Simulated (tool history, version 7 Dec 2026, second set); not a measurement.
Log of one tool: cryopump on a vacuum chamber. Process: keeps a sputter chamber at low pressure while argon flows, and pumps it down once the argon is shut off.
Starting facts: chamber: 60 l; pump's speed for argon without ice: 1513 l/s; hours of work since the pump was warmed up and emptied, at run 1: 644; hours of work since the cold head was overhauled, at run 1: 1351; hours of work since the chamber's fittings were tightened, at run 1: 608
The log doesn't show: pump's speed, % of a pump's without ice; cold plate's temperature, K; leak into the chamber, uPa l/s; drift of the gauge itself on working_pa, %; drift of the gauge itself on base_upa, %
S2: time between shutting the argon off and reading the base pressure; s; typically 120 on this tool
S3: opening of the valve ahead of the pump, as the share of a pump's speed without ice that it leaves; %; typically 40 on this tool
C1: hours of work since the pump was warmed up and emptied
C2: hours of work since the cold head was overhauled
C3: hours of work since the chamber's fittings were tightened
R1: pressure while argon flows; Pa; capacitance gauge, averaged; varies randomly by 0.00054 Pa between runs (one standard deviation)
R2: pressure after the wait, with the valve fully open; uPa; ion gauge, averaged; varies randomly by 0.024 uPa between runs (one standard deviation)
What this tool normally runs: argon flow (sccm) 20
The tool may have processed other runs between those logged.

Run 1, hour 0.0: usual settings; C1 644; C2 1351; C3 608. Result: R1 0.0640 Pa, R2 1.23 uPa.
Run 2, hour 48.1: usual settings; C1 671; C2 1378; C3 635. Result: R1 0.0649 Pa, R2 1.21 uPa.
At hour 62.6: pump warmed up, emptied and cooled again.
Run 3, hour 103.2: usual settings but argon flow (sccm) 22; C1 23; C2 1407; C3 663. Result: R1 0.0617 Pa, R2 1.07 uPa.
Run 4, hour 158.3: usual settings but argon flow (sccm) 22; C1 54; C2 1437; C3 694. Result: R1 0.0630 Pa, R2 1.09 uPa.
Run 5, hour 220.8: usual settings but argon flow (sccm) 15; C1 89; C2 1473; C3 729. Result: R1 0.0423 Pa, R2 1.10 uPa.
Run 6, hour 252.7: usual settings but argon flow (sccm) 15; C1 107; C2 1490; C3 747. Result: R1 0.0424 Pa, R2 1.16 uPa.
Run 7, hour 278.4: usual settings but argon flow (sccm) 15; C1 121; C2 1505; C3 761. Result: R1 0.0427 Pa, R2 1.15 uPa.
Run 8, hour 313.1: usual settings but S2 132 s; C1 141; C2 1524; C3 781. Result: R1 0.0573 Pa, R2 1.10 uPa.
Run 9, hour 367.3: usual settings but S2 132 s; C1 171; C2 1555; C3 811. Result: R1 0.0584 Pa, R2 1.12 uPa.
Run 10, hour 397.7: usual settings but argon flow (sccm) 15, S2 21 s, S3 52 %; C1 188; C2 1572; C3 828. Result: R1 0.0332 Pa, R2 4.26 uPa.
Run 11, hour 428.0: usual settings but argon flow (sccm) 15, S2 21 s, S3 56 %; C1 205; C2 1589; C3 845. Result: R1 0.0319 Pa, R2 4.18 uPa.
Run 12, hour 462.7: usual settings but argon flow (sccm) 15, S2 21 s, S3 56 %; C1 225; C2 1608; C3 865. Result: R1 0.0315 Pa, R2 4.11 uPa.
Run 13, hour 513.5: usual settings but S3 58 %; C1 253; C2 1637; C3 893. Result: R1 0.0417 Pa, R2 1.22 uPa.
Run 14, hour 567.3: usual settings but S3 58 %; C1 283; C2 1667; C3 923. Result: R1 0.0427 Pa, R2 1.24 uPa.
Run 15, hour 601.3: usual settings but argon flow (sccm) 40, S2 133 s, S3 32 %; C1 302; C2 1686; C3 942. Result: R1 0.1472 Pa, R2 1.19 uPa.
Run 16, hour 638.6: usual settings but argon flow (sccm) 22, S2 55 s, S3 30 %; C1 323; C2 1707; C3 963. Result: R1 0.0865 Pa, R2 2.04 uPa.
Run 17, hour 678.7: usual settings but argon flow (sccm) 22, S2 55 s, S3 30 %; C1 346; C2 1730; C3 986. Result: R1 0.0875 Pa, R2 2.02 uPa.
Run 18, hour 739.7: usual settings but argon flow (sccm) 16, S2 26 s, S3 16 %; C1 380; C2 1764; C3 1020. Result: R1 0.1149 Pa, R2 3.61 uPa.

What if the next run were any one of these 4? Each begins from the tool's condition after run 18:
Run A, hour 787.3: usual settings but argon flow (sccm) 18, S3 42 %; C1 407; C2 1791; C3 1047. Result: R1 ?, R2 ?.
Run B, hour 787.3: usual settings but S3 25 %; C1 407; C2 1791; C3 1047. Result: R1 ?, R2 ?.
Run C, hour 787.3: usual settings but S2 153 s, S3 52 %; C1 407; C2 1791; C3 1047. Result: R1 ?, R2 ?.
Run D, hour 787.3: usual settings but S2 49 s, S3 27 %; C1 407; C2 1791; C3 1047. Result: R1 ?, R2 ?.

run      R1    R2
  A  0.0521  1.33
  B  0.0949  1.28
  C  0.0479  1.22
  D  0.0870  2.22
Take away the tool's hidden state, keep each run's random variation, and the runs would have read:
run      R1    R2
  A  0.0476  0.85
  B  0.0899  0.81
  C  0.0429  0.73
  D  0.0821  1.74

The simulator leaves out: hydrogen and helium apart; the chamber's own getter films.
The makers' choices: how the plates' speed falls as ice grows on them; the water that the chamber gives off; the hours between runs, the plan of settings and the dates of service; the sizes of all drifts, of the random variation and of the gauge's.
